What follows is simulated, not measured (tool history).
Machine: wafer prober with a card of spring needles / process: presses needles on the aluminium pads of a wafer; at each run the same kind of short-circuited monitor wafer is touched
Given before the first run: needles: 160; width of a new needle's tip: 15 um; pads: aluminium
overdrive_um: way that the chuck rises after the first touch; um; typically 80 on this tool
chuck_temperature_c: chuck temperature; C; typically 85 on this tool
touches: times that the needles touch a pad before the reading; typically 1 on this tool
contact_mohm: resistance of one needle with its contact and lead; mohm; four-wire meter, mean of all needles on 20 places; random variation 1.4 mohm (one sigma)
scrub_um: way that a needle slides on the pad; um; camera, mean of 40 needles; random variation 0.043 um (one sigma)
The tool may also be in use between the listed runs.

run,day,overdrive_um,chuck_temperature_c,touches,contact_mohm,scrub_um
1,0.000,80,85,1,125,11.97
2,0.625,80,85,1,136,12.04
# day 0.733: tips cleaned on abrasive film
3,1.154,80,85,1,150,11.99
# day 1.658: tips cleaned on abrasive film
4,2.275,80,85,1,140,11.90
# day 2.521: tips cleaned on abrasive film
5,2.758,80,85,1,132,11.94
6,3.271,80,85,1,139,12.00
# day 3.412: tips cleaned on abrasive film
# day 4.283: tips cleaned on abrasive film
7,4.283,80,85,3,121,12.00
# day 5.150: tips cleaned on abrasive film
8,5.150,80,85,3,122,11.98
9,5.912,80,85,3,128,11.92
# day 6.017: tips cleaned on abrasive film
10,6.621,80,85,3,125,11.81
# day 6.900: tips cleaned on abrasive film
# day 7.100: tips cleaned on abrasive film, once more
11,7.204,80,85,3,124,11.95
# day 7.988: tips cleaned on abrasive film
12,8.188,80,85,1,130,11.85
# day 8.912: tips cleaned on abrasive film
13,9.088,80,85,1,127,11.85
# day 9.862: tips cleaned on abrasive film
14,10.217,80,85,1,132,11.90
# day 10.717: tips cleaned on abrasive film
15,10.925,80,85,1,132,11.81
16,11.512,80,85,1,142,11.93
# day 11.592: tips cleaned on abrasive film
17,12.329,71,64,1,146,10.50
# day 12.454: tips cleaned on abrasive film
# day 13.342: tips cleaned on abrasive film
18,13.488,80,45,1,124,11.78
# day 14.204: tips cleaned on abrasive film
19,14.212,80,45,1,117,11.80
20,14.875,80,111,1,143,11.80
# day 15.150: tips cleaned on abrasive film
21,15.746,80,111,1,140,11.87
# day 16.079: tips cleaned on abrasive film
22,16.350,80,111,1,133,11.79
# day 17.008: tips cleaned on abrasive film
23,17.425,83,31,1,125,12.23
# day 17.904: tips cleaned on abrasive film
24,18.121,62,117,3,133,9.03
25,18.717,73,85,1,145,10.71
# day 18.783: tips cleaned on abrasive film
# day 19.692: tips cleaned on abrasive film
26,19.779,73,85,1,128,10.71
27,20.296,80,85,1,138,11.73
# day 20.596: tips cleaned on abrasive film
28,20.967,99,53,1,127,14.68
# day 21.500: tips cleaned on abrasive film
29,21.596,60,53,1,130,8.69
30,22.092,79,106,2,134,11.57
# day 22.379: tips cleaned on abrasive film
31,22.683,72,65,2,128,10.47

For each run, the measured value with the value that run would have given without the tool's hidden condition subtracted. The run-to-run variation is shared by both, the gauge scatter possibly not:
The hidden state here: debris on the tips, nm; way that the needles fall short of the set height, um; tips' diameter, um; drift of the gauge itself on contact_mohm, %; drift of the gauge itself on scrub_um, %.
run,contact_mohm,scrub_um
1,+5,-0.07
2,+17,-0.07
3,+32,-0.09
4,+17,-0.10
5,+9,-0.11
6,+19,-0.12
7,+0,-0.14
8,+1,-0.15
9,+7,-0.15
10,+6,-0.16
11,+2,-0.18
12,+9,-0.20
13,+8,-0.21
14,+12,-0.21
15,+9,-0.23
16,+21,-0.23
17,+26,-0.25
18,+8,-0.26
19,+2,-0.28
20,+18,-0.28
21,+16,-0.29
22,+10,-0.30
23,+15,-0.30
24,+6,-0.32
25,+26,-0.31
26,+7,-0.33
27,+18,-0.34
28,+9,-0.35
29,+11,-0.36
30,+11,-0.36
31,+10,-0.37
